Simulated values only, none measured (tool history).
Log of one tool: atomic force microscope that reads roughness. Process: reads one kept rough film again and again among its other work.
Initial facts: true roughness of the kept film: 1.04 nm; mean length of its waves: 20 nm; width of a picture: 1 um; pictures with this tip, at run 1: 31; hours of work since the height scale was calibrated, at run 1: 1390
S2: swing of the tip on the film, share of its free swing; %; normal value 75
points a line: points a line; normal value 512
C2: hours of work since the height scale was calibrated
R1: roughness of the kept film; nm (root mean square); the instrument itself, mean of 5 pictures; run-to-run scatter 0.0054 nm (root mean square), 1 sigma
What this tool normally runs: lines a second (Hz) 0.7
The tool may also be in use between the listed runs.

Run 1, hour 0: usual settings; pictures with this tip 31; C2 1390. Result: R1 0.914 nm (root mean square).
Run 2, hour 24.3: usual settings; pictures with this tip 62; C2 1408. Result: R1 0.917 nm (root mean square).
Run 3, hour 64.2: usual settings; pictures with this tip 113; C2 1438. Result: R1 0.924 nm (root mean square).
Run 4, hour 104.3: usual settings; pictures with this tip 164; C2 1468. Result: R1 0.917 nm (root mean square).
Run 5, hour 141.4: usual settings; pictures with this tip 211; C2 1495. Result: R1 0.918 nm (root mean square).
Run 6, hour 189.7: usual settings; pictures with this tip 272; C2 1531. Result: R1 0.92 nm (root mean square).
Run 7, hour 216.1: usual settings; pictures with this tip 306; C2 1551. Result: R1 0.922 nm (root mean square).
At hour 266.7: new tip fitted.
Run 8, hour 269.3: usual settings; pictures with this tip 3; C2 1590. Result: R1 0.922 nm (root mean square).
Run 9, hour 325.8: usual settings but points a line 741; pictures with this tip 75; C2 1632. Result: R1 0.924 nm (root mean square).
At hour 341.1: height scale calibrated on a step standard.
Run 10, hour 357.6: usual settings; pictures with this tip 114; C2 12. Result: R1 0.919 nm (root mean square).
Run 11, hour 390.7: usual settings; pictures with this tip 156; C2 37. Result: R1 0.914 nm (root mean square).
Run 12, hour 426.6: usual settings; pictures with this tip 202; C2 64. Result: R1 0.923 nm (root mean square).
Run 13, hour 452.4: usual settings; pictures with this tip 235; C2 83. Result: R1 0.92 nm (root mean square).
Run 14, hour 482.2: usual settings but S2 74 %; pictures with this tip 272; C2 105. Result: R1 0.921 nm (root mean square).
Run 15, hour 532.6: usual settings but S2 74 %; pictures with this tip 336; C2 142. Result: R1 0.918 nm (root mean square).
At hour 560.3: new tip fitted.
Run 16, hour 584.4: usual settings but lines a second (Hz) 2.562, S2 74 %, points a line 411; pictures with this tip 31; C2 180. Result: R1 0.816 nm (root mean square).
Run 17, hour 610: usual settings but lines a second (Hz) 2.562, S2 58 %, points a line 882; pictures with this tip 63; C2 199. Result: R1 0.916 nm (root mean square).
Run 18, hour 640.1: usual settings but lines a second (Hz) 0.5, S2 61 %, points a line 712; pictures with this tip 101; C2 222. Result: R1 0.949 nm (root mean square).
Run 19, hour 685.8: usual settings but lines a second (Hz) 0.597, S2 61 %, points a line 712; pictures with this tip 159; C2 256. Result: R1 0.947 nm (root mean square).
Run 20, hour 721.7: usual settings but lines a second (Hz) 1.434, S2 82 %, points a line 392; pictures with this tip 205; C2 282. Result: R1 0.845 nm (root mean square).
Run 21, hour 746: usual settings but points a line 916; pictures with this tip 236; C2 300. Result: R1 0.916 nm (root mean square).
Run 22, hour 777.3: usual settings but S2 74 %, points a line 388; pictures with this tip 275; C2 324. Result: R1 0.923 nm (root mean square).
Run 23, hour 815.8: usual settings but S2 55 %, points a line 402; pictures with this tip 324; C2 352. Result: R1 0.944 nm (root mean square).
At hour 854.1: new tip fitted.
Run 24, hour 870.2: usual settings but S2 55 %, points a line 402; pictures with this tip 21; C2 392. Result: R1 0.943 nm (root mean square).
Run 25, hour 900.8: usual settings but lines a second (Hz) 0.847, S2 88 %, points a line 283; pictures with this tip 59; C2 415. Result: R1 0.86 nm (root mean square).
Run 26, hour 932.5: usual settings but lines a second (Hz) 1.038, points a line 590; pictures with this tip 100; C2 439. Result: R1 0.898 nm (root mean square).
Run 27, hour 974.2: usual settings but lines a second (Hz) 1.038, points a line 590; pictures with this tip 153; C2 470. Result: R1 0.898 nm (root mean square).

What differs in the tool's unlogged condition from the final listed run ahead of each entry between runs to the first listed run following it?
After run 7, before run 8: new tip fitted (hour 266.7)
  radius of the tip, nm: 7.2 -> 7
After run 9, before run 10: height scale calibrated on a step standard (hour 341.1)
  height scale over the true one, %: -0.02 -> 0
After run 15, before run 16: new tip fitted (hour 560.3)
  radius of the tip, nm: 7.2 -> 7
After run 23, before run 24: new tip fitted (hour 854.1)
  radius of the tip, nm: 7.2 -> 7; height scale over the true one, %: 0 -> -0.01

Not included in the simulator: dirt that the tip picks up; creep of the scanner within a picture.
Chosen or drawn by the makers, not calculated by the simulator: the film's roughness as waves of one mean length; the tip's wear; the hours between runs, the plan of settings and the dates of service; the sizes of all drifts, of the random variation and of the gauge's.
